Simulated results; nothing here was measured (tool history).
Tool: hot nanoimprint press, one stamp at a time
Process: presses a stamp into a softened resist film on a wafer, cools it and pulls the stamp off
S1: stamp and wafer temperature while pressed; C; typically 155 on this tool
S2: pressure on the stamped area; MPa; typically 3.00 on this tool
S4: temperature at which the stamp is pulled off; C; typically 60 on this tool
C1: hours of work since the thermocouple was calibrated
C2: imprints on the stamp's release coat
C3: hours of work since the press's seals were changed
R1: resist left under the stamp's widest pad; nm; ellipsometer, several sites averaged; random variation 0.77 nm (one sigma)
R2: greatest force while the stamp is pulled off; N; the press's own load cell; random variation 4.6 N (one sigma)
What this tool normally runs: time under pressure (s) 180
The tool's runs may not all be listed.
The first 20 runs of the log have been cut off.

Run 21, hour 223.6: usual settings but time under pressure (s) 326, S4 63 C; C1 554; C2 1509; C3 374. Result: R1 73.2 nm, R2 224 N.
Run 22, hour 235.9: usual settings but S1 165 C, S2 2.75 MPa, time under pressure (s) 171, S4 53 C; C1 562; C2 1569; C3 383. Result: R1 55.6 nm, R2 279 N.
Run 23, hour 249.7: usual settings but S1 165 C, S2 2.75 MPa, time under pressure (s) 171, S4 53 C; C1 571; C2 1637; C3 392. Result: R1 56.3 nm, R2 289 N.
Run 24, hour 262.6: usual settings but S1 163 C, S2 2.75 MPa, time under pressure (s) 330, S4 53 C; C1 580; C2 1700; C3 401. Result: R1 48.2 nm, R2 289 N.
Run 25, hour 275.1: usual settings but S1 153 C, S2 2.24 MPa, time under pressure (s) 186, S4 47 C; C1 589; C2 1761; C3 409. Result: R1 114.5 nm, R2 337 N.
At hour 292.9: plate thermocouple calibrated.
Run 26, hour 292.9: usual settings but S1 153 C, S2 2.24 MPa, time under pressure (s) 186, S4 64 C; C1 0; C2 1833; C3 419. Result: R1 125.1 nm, R2 236 N.
Run 27, hour 304.7: usual settings but S1 153 C, S2 2.24 MPa, time under pressure (s) 186, S4 64 C; C1 8; C2 1890; C3 427. Result: R1 124.5 nm, R2 239 N.
Run 28, hour 316.1: usual settings but S2 3.52 MPa, time under pressure (s) 223; C1 16; C2 1946; C3 435. Result: R1 84.2 nm, R2 255 N.
Run 29, hour 328.5: usual settings but S1 151 C, S4 61 C; C1 24; C2 2006; C3 443. Result: R1 119.3 nm, R2 257 N.
Run 30, hour 339.1: usual settings but S1 146 C, S4 61 C; C1 31; C2 2058; C3 450. Result: R1 154.8 nm, R2 264 N.
Run 31, hour 348.3: usual settings but S1 146 C, S4 61 C; C1 37; C2 2103; C3 456. Result: R1 151.1 nm, R2 254 N.

Predict each of these 3 candidate next runs independently; none follows another, all start after run 31:
Run A, hour 357.1: usual settings but S4 47 C; C1 43; C2 2146; C3 462. Result: R1 ?, R2 ?.
Run B, hour 357.1: usual settings but S1 150 C, S2 3.83 MPa, time under pressure (s) 270; C1 43; C2 2146; C3 462. Result: R1 ?, R2 ?.
Run C, hour 357.1: usual settings but S4 48 C; C1 43; C2 2146; C3 462. Result: R1 ?, R2 ?.

run     R1   R2
  A   98.8  356
  B  100.0  280
  C   98.4  341
With no hidden state in the tool, these same runs would have given:
run    R1   R2
  A  97.4  302
  B  98.0  238
  C  96.9  289
